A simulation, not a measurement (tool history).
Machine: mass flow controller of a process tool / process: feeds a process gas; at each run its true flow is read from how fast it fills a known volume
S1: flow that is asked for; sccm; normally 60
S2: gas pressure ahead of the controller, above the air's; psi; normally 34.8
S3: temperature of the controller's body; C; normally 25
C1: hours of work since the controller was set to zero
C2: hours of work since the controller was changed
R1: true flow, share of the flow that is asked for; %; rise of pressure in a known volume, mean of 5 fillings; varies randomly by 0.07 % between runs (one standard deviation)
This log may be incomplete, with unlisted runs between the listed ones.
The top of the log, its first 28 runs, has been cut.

run	hour	S1	S2	S3	C1	C2	R1
29	5472.0	40	24.1	27	6612	6612	100.14
# hour 5542.7: controller's zero set anew
30	5688.1	63	33.2	32	108	6771	101.19
31	5877.7	11	24.2	28	248	6912	99.73
32	6037.8	60	34.8	24	367	7030	101.59
33	6310.8	23	27.1	35	569	7233	100.42
34	6499.5	37	24.5	25	709	7372	101.08
35	6747.9	19	34.8	26	893	7556	101.14
36	6876.1	60	21.5	25	988	7651	101.93

The next listed run, before its measurement:
37	7079.1	50	38.7	32	1138	7802	?

R1: 102.25 %
Without the tool's hidden state the same run would have given R1 99.02 %.
